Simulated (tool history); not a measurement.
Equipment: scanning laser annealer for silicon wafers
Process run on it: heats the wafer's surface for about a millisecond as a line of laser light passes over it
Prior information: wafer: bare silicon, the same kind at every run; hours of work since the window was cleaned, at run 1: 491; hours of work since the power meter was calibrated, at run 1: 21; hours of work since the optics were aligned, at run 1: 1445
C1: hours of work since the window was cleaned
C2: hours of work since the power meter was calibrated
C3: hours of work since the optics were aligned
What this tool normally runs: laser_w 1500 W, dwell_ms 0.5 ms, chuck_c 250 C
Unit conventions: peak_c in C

{"run": 1, "day": 0.0, "laser_w": 1500, "dwell_ms": 0.5, "chuck_c": 250, "C1": 491, "C2": 21, "C3": 1445, "peak_c": 1065}
{"run": 2, "day": 0.579, "laser_w": 1576, "dwell_ms": 0.5, "chuck_c": 250, "C1": 497, "C2": 28, "C3": 1452, "peak_c": 1105}
{"run": 3, "day": 1.012, "laser_w": 1576, "dwell_ms": 0.5, "chuck_c": 250, "C1": 502, "C2": 33, "C3": 1457, "peak_c": 1104}
{"day": 1.25, "done": "window over the wafer cleaned"}
{"run": 4, "day": 1.375, "laser_w": 1500, "dwell_ms": 0.5, "chuck_c": 260, "C1": 1, "C2": 36, "C3": 1460, "peak_c": 1088}
{"run": 5, "day": 1.95, "laser_w": 1500, "dwell_ms": 0.5, "chuck_c": 250, "C1": 8, "C2": 42, "C3": 1466, "peak_c": 1076}
{"run": 6, "day": 2.521, "laser_w": 1500, "dwell_ms": 0.5, "chuck_c": 250, "C1": 14, "C2": 49, "C3": 1473, "peak_c": 1080}
{"run": 7, "day": 3.075, "laser_w": 1500, "dwell_ms": 0.5, "chuck_c": 237, "C1": 21, "C2": 55, "C3": 1479, "peak_c": 1067}
{"run": 8, "day": 3.379, "laser_w": 1500, "dwell_ms": 0.5, "chuck_c": 237, "C1": 24, "C2": 58, "C3": 1482, "peak_c": 1062}
{"run": 9, "day": 3.908, "laser_w": 1500, "dwell_ms": 0.5, "chuck_c": 237, "C1": 30, "C2": 64, "C3": 1488, "peak_c": 1065}
{"run": 10, "day": 4.462, "laser_w": 1500, "dwell_ms": 0.5, "chuck_c": 250, "C1": 36, "C2": 70, "C3": 1494, "peak_c": 1078}
{"run": 11, "day": 4.796, "laser_w": 1500, "dwell_ms": 0.5, "chuck_c": 266, "C1": 40, "C2": 74, "C3": 1498, "peak_c": 1094}
{"run": 12, "day": 5.404, "laser_w": 1500, "dwell_ms": 0.5, "chuck_c": 266, "C1": 47, "C2": 81, "C3": 1505, "peak_c": 1091}
{"run": 13, "day": 5.754, "laser_w": 1500, "dwell_ms": 0.5, "chuck_c": 266, "C1": 51, "C2": 85, "C3": 1509, "peak_c": 1089}
{"run": 14, "day": 6.183, "laser_w": 1500, "dwell_ms": 0.5, "chuck_c": 266, "C1": 55, "C2": 90, "C3": 1514, "peak_c": 1093}
{"run": 15, "day": 6.6, "laser_w": 1571, "dwell_ms": 0.352, "chuck_c": 234, "C1": 60, "C2": 94, "C3": 1518, "peak_c": 945}

Forecast run 16:
{"run": 16, "day": 7.192, "laser_w": 1381, "dwell_ms": 0.576, "chuck_c": 221, "C1": 67, "C2": 101, "C3": 1525, "peak_c": "?"}

peak_c: 1036 C
Take away the tool's hidden state, keep the run-to-run variation as it was, and the same run would have given peak_c 1049 C.
